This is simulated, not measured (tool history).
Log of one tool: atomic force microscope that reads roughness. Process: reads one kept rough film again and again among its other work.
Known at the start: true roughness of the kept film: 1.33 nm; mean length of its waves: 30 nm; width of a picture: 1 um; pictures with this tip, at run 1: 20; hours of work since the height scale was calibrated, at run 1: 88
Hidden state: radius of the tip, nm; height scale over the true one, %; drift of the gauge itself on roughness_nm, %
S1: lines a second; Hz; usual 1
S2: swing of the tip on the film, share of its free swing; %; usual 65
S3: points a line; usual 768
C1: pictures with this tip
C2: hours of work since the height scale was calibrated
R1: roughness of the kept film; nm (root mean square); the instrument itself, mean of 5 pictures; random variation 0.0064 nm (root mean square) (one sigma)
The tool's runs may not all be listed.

{"run": 1, "hour": 0.0, "S1": 1, "S2": 65, "S3": 768, "C1": 20, "C2": 88, "R1": 1.205}
{"run": 2, "hour": 9.5, "S1": 1, "S2": 65, "S3": 631, "C1": 38, "C2": 94, "R1": 1.177}
{"run": 3, "hour": 21.4, "S1": 1, "S2": 65, "S3": 376, "C1": 61, "C2": 101, "R1": 1.134}
{"hour": 24.2, "done": "new tip fitted"}
{"run": 4, "hour": 36.7, "S1": 1, "S2": 65, "S3": 376, "C1": 24, "C2": 109, "R1": 1.193}
{"run": 5, "hour": 49.6, "S1": 1, "S2": 65, "S3": 554, "C1": 49, "C2": 117, "R1": 1.152}
{"hour": 58.6, "done": "new tip fitted"}
{"run": 6, "hour": 62.1, "S1": 1, "S2": 65, "S3": 302, "C1": 7, "C2": 124, "R1": 1.208}
{"run": 7, "hour": 76.8, "S1": 1, "S2": 72, "S3": 768, "C1": 35, "C2": 133, "R1": 1.157}
{"run": 8, "hour": 90.6, "S1": 1, "S2": 72, "S3": 768, "C1": 61, "C2": 141, "R1": 1.122}
{"hour": 93.2, "done": "new tip fitted"}
{"run": 9, "hour": 101.8, "S1": 1, "S2": 65, "S3": 768, "C1": 16, "C2": 147, "R1": 1.22}
{"run": 10, "hour": 109.7, "S1": 1, "S2": 65, "S3": 768, "C1": 32, "C2": 152, "R1": 1.194}
{"run": 11, "hour": 124.3, "S1": 1, "S2": 64, "S3": 768, "C1": 59, "C2": 161, "R1": 1.156}
{"hour": 127.6, "done": "new tip fitted"}
{"run": 12, "hour": 137.3, "S1": 1, "S2": 64, "S3": 768, "C1": 18, "C2": 168, "R1": 1.224}
{"run": 13, "hour": 145.9, "S1": 1, "S2": 64, "S3": 768, "C1": 35, "C2": 173, "R1": 1.203}
{"run": 14, "hour": 160.5, "S1": 1, "S2": 65, "S3": 768, "C1": 63, "C2": 182, "R1": 1.142}
{"hour": 162.1, "done": "new tip fitted"}
{"run": 15, "hour": 173.3, "S1": 1, "S2": 65, "S3": 768, "C1": 21, "C2": 189, "R1": 1.206}
{"run": 16, "hour": 179.7, "S1": 1, "S2": 65, "S3": 474, "C1": 33, "C2": 193, "R1": 1.195}
{"run": 17, "hour": 194.7, "S1": 1, "S2": 65, "S3": 474, "C1": 62, "C2": 202, "R1": 1.15}
{"hour": 196.6, "done": "new tip fitted"}
{"run": 18, "hour": 209.1, "S1": 1, "S2": 65, "S3": 768, "C1": 24, "C2": 210, "R1": 1.213}
{"run": 19, "hour": 220.6, "S1": 1, "S2": 83, "S3": 768, "C1": 46, "C2": 217, "R1": 1.107}
{"hour": 231.1, "done": "new tip fitted"}
{"run": 20, "hour": 233.9, "S1": 1, "S2": 83, "S3": 768, "C1": 5, "C2": 225, "R1": 1.168}
{"run": 21, "hour": 248.4, "S1": 1, "S2": 83, "S3": 768, "C1": 33, "C2": 233, "R1": 1.128}
{"run": 22, "hour": 256.2, "S1": 1, "S2": 65, "S3": 289, "C1": 48, "C2": 238, "R1": 1.152}
{"run": 23, "hour": 263.7, "S1": 1, "S2": 65, "S3": 289, "C1": 62, "C2": 242, "R1": 1.131}
{"hour": 266.4, "done": "new tip fitted"}
{"run": 24, "hour": 276.4, "S1": 1, "S2": 65, "S3": 768, "C1": 19, "C2": 250, "R1": 1.203}
{"run": 25, "hour": 282.6, "S1": 1, "S2": 65, "S3": 768, "C1": 31, "C2": 253, "R1": 1.189}
{"run": 26, "hour": 293.6, "S1": 1, "S2": 65, "S3": 268, "C1": 52, "C2": 260, "R1": 1.14}
{"hour": 300.8, "done": "new tip fitted"}
{"run": 27, "hour": 308.0, "S1": 1, "S2": 65, "S3": 268, "C1": 14, "C2": 268, "R1": 1.206}
{"run": 28, "hour": 315.0, "S1": 1.21, "S2": 75, "S3": 768, "C1": 27, "C2": 272, "R1": 1.162}
{"run": 29, "hour": 328.3, "S1": 1, "S2": 65, "S3": 611, "C1": 53, "C2": 280, "R1": 1.165}
{"hour": 335.7, "done": "new tip fitted"}
{"run": 30, "hour": 336.7, "S1": 1, "S2": 87, "S3": 540, "C1": 2, "C2": 285, "R1": 1.154}
{"run": 31, "hour": 345.1, "S1": 0.92, "S2": 65, "S3": 266, "C1": 18, "C2": 290, "R1": 1.204}
{"run": 32, "hour": 354.6, "S1": 0.92, "S2": 65, "S3": 266, "C1": 36, "C2": 295, "R1": 1.164}
{"run": 33, "hour": 367.4, "S1": 0.72, "S2": 57, "S3": 322, "C1": 61, "C2": 303, "R1": 1.161}
{"hour": 370.5, "done": "new tip fitted"}
{"run": 34, "hour": 374.5, "S1": 0.72, "S2": 57, "S3": 258, "C1": 8, "C2": 307, "R1": 1.229}
{"run": 35, "hour": 380.6, "S1": 1.82, "S2": 65, "S3": 848, "C1": 20, "C2": 310, "R1": 1.164}
{"run": 36, "hour": 391.6, "S1": 0.94, "S2": 87, "S3": 768, "C1": 41, "C2": 317, "R1": 1.095}
{"run": 37, "hour": 403.1, "S1": 0.94, "S2": 87, "S3": 768, "C1": 63, "C2": 324, "R1": 1.056}
{"hour": 404.8, "done": "new tip fitted"}
{"run": 38, "hour": 412.4, "S1": 1, "S2": 70, "S3": 768, "C1": 14, "C2": 329, "R1": 1.205}
{"run": 39, "hour": 422.0, "S1": 1, "S2": 85, "S3": 719, "C1": 33, "C2": 335, "R1": 1.115}
{"run": 40, "hour": 434.9, "S1": 1, "S2": 85, "S3": 719, "C1": 58, "C2": 342, "R1": 1.074}
{"hour": 439.4, "done": "new tip fitted"}
{"run": 41, "hour": 449.1, "S1": 0.58, "S2": 68, "S3": 768, "C1": 19, "C2": 351, "R1": 1.219}
{"run": 42, "hour": 459.3, "S1": 3.51, "S2": 78, "S3": 351, "C1": 38, "C2": 357, "R1": 0.953}
{"run": 43, "hour": 469.7, "S1": 3.68, "S2": 65, "S3": 854, "C1": 58, "C2": 363, "R1": 1.052}
{"hour": 474.3, "done": "new tip fitted"}
{"run": 44, "hour": 481.4, "S1": 1, "S2": 60, "S3": 349, "C1": 13, "C2": 369, "R1": 1.232}
{"run": 45, "hour": 495.9, "S1": 3.06, "S2": 57, "S3": 427, "C1": 41, "C2": 378, "R1": 1.142}
{"hour": 509.6, "done": "new tip fitted"}
{"run": 46, "hour": 511.2, "S1": 3.06, "S2": 57, "S3": 427, "C1": 3, "C2": 387, "R1": 1.206}
{"run": 47, "hour": 519.7, "S1": 3.06, "S2": 83, "S3": 971, "C1": 20, "C2": 392, "R1": 0.959}
{"run": 48, "hour": 530.6, "S1": 0.51, "S2": 65, "S3": 1004, "C1": 40, "C2": 398, "R1": 1.2}
{"run": 49, "hour": 540.1, "S1": 0.8, "S2": 80, "S3": 321, "C1": 59, "C2": 404, "R1": 1.11}
{"hour": 543.7, "done": "new tip fitted"}
{"run": 50, "hour": 554.9, "S1": 0.8, "S2": 80, "S3": 321, "C1": 21, "C2": 412, "R1": 1.162}
{"run": 51, "hour": 564.4, "S1": 0.8, "S2": 80, "S3": 321, "C1": 39, "C2": 418, "R1": 1.151}

Forecast each of these 5 alternatives for the next run:
{"run": "A", "hour": 571.0, "S1": 0.83, "S2": 55, "S3": 280, "C1": 52, "C2": 422, "R1": "?"}
{"run": "B", "hour": 571.0, "S1": 0.8, "S2": 65, "S3": 345, "C1": 52, "C2": 422, "R1": "?"}
{"run": "C", "hour": 571.0, "S1": 1, "S2": 65, "S3": 768, "C1": 52, "C2": 422, "R1": "?"}
{"run": "D", "hour": 571.0, "S1": 1.66, "S2": 75, "S3": 385, "C1": 52, "C2": 422, "R1": "?"}
{"run": "E", "hour": 571.0, "S1": 1, "S2": 65, "S3": 284, "C1": 52, "C2": 422, "R1": "?"}

run=A R1=1.176
run=B R1=1.167
run=C R1=1.169
run=D R1=1.078
run=E R1=1.144
Without the tool's hidden state the same runs would have given:
run=A R1=1.253
run=B R1=1.243
run=C R1=1.245
run=D R1=1.148
run=E R1=1.219

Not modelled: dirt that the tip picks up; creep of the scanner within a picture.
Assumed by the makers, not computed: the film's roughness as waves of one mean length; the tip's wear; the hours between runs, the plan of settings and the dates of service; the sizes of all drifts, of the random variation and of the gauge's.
